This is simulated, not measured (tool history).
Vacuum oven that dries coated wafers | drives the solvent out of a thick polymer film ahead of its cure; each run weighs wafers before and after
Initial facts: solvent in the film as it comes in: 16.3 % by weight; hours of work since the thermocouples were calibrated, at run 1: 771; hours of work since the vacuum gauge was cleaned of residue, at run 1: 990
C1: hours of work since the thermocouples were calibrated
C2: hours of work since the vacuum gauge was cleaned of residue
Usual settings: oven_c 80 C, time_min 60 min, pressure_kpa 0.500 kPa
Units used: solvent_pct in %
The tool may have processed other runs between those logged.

run 1 day=0.000 | oven_c=80 time_min=60 pressure_kpa=0.500 | C1=771 C2=990 | solvent_pct=0.78
run 2 day=3.008 | oven_c=80 time_min=88 pressure_kpa=0.500 | C1=820 C2=1039 | solvent_pct=0.42
run 3 day=5.450 | oven_c=80 time_min=60 pressure_kpa=0.500 | C1=859 C2=1078 | solvent_pct=0.71
run 4 day=7.967 | oven_c=80 time_min=60 pressure_kpa=0.500 | C1=900 C2=1119 | solvent_pct=0.75
run 5 day=10.471 | oven_c=80 time_min=60 pressure_kpa=0.500 | C1=941 C2=1159 | solvent_pct=0.76
run 6 day=13.362 | oven_c=80 time_min=60 pressure_kpa=0.500 | C1=987 C2=1206 | solvent_pct=0.74
run 7 day=15.712 | oven_c=80 time_min=34 pressure_kpa=0.500 | C1=1025 C2=1244 | solvent_pct=2.05
run 8 day=18.467 | oven_c=91 time_min=60 pressure_kpa=0.500 | C1=1070 C2=1289 | solvent_pct=0.25
run 9 day=22.154 | oven_c=80 time_min=60 pressure_kpa=0.500 | C1=1130 C2=1349 | solvent_pct=0.69
run 10 day=23.962 | oven_c=84 time_min=60 pressure_kpa=0.500 | C1=1159 C2=1378 | solvent_pct=0.47
run 11 day=25.800 | oven_c=84 time_min=60 pressure_kpa=0.500 | C1=1189 C2=1407 | solvent_pct=0.45
run 12 day=27.792 | oven_c=80 time_min=60 pressure_kpa=0.500 | C1=1221 C2=1440 | solvent_pct=0.76
run 13 day=30.271 | oven_c=80 time_min=60 pressure_kpa=0.500 | C1=1261 C2=1480 | solvent_pct=0.66
run 14 day=33.454 | oven_c=80 time_min=60 pressure_kpa=0.500 | C1=1313 C2=1531 | solvent_pct=0.70
run 15 day=35.767 | oven_c=72 time_min=31 pressure_kpa=0.836 | C1=1350 C2=1569 | solvent_pct=4.55
run 16 day=39.029 | oven_c=72 time_min=31 pressure_kpa=0.836 | C1=1403 C2=1622 | solvent_pct=4.64
run 17 day=41.550 | oven_c=79 time_min=62 pressure_kpa=0.363 | C1=1444 C2=1662 | solvent_pct=0.73
run 18 day=45.529 | oven_c=87 time_min=32 pressure_kpa=0.258 | C1=1508 C2=1727 | solvent_pct=0.86
run 19 day=48.446 | oven_c=91 time_min=49 pressure_kpa=1.706 | C1=1555 C2=1774 | solvent_pct=0.75
run 20 day=51.246 | oven_c=91 time_min=49 pressure_kpa=1.706 | C1=1600 C2=1819 | solvent_pct=0.69
run 21 day=53.412 | oven_c=91 time_min=49 pressure_kpa=1.706 | C1=1635 C2=1854 | solvent_pct=0.77
-- day=53.925 oven's thermocouples calibrated
run 22 day=55.838 | oven_c=67 time_min=91 pressure_kpa=0.375 | C1=31 C2=1892 | solvent_pct=1.80
run 23 day=58.733 | oven_c=92 time_min=62 pressure_kpa=0.375 | C1=78 C2=1939 | solvent_pct=0.22
run 24 day=61.400 | oven_c=81 time_min=49 pressure_kpa=0.375 | C1=121 C2=1982 | solvent_pct=0.94
run 25 day=64.358 | oven_c=81 time_min=49 pressure_kpa=0.375 | C1=169 C2=2030 | solvent_pct=0.99
run 26 day=66.479 | oven_c=71 time_min=104 pressure_kpa=0.990 | C1=203 C2=2064 | solvent_pct=1.39
run 27 day=68.775 | oven_c=87 time_min=99 pressure_kpa=1.748 | C1=240 C2=2102 | solvent_pct=0.89

Below, each run's measurement less what the same run would have read without the hidden state. Both values contain the same run-to-run variation, but the gauge's scatter may not be the same in both:
Hidden state at play: true wafer temperature over the reading, C; true pressure over the reading, kPa; drift of the gauge itself on solvent_pct, %.
run=1 solvent_pct=+0.01
run=2 solvent_pct=+0.07
run=3 solvent_pct=+0.00
run=4 solvent_pct=+0.01
run=5 solvent_pct=+0.00
run=6 solvent_pct=+0.00
run=7 solvent_pct=-0.17
run=8 solvent_pct=+0.06
run=9 solvent_pct=+0.00
run=10 solvent_pct=+0.03
run=11 solvent_pct=+0.04
run=12 solvent_pct=-0.01
run=13 solvent_pct=-0.01
run=14 solvent_pct=-0.01
run=15 solvent_pct=-0.38
run=16 solvent_pct=-0.40
run=17 solvent_pct=-0.02
run=18 solvent_pct=-0.14
run=19 solvent_pct=+0.02
run=20 solvent_pct=+0.03
run=21 solvent_pct=+0.03
run=22 solvent_pct=+0.13
run=23 solvent_pct=+0.11
run=24 solvent_pct=+0.06
run=25 solvent_pct=+0.05
run=26 solvent_pct=+0.16
run=27 solvent_pct=+0.12
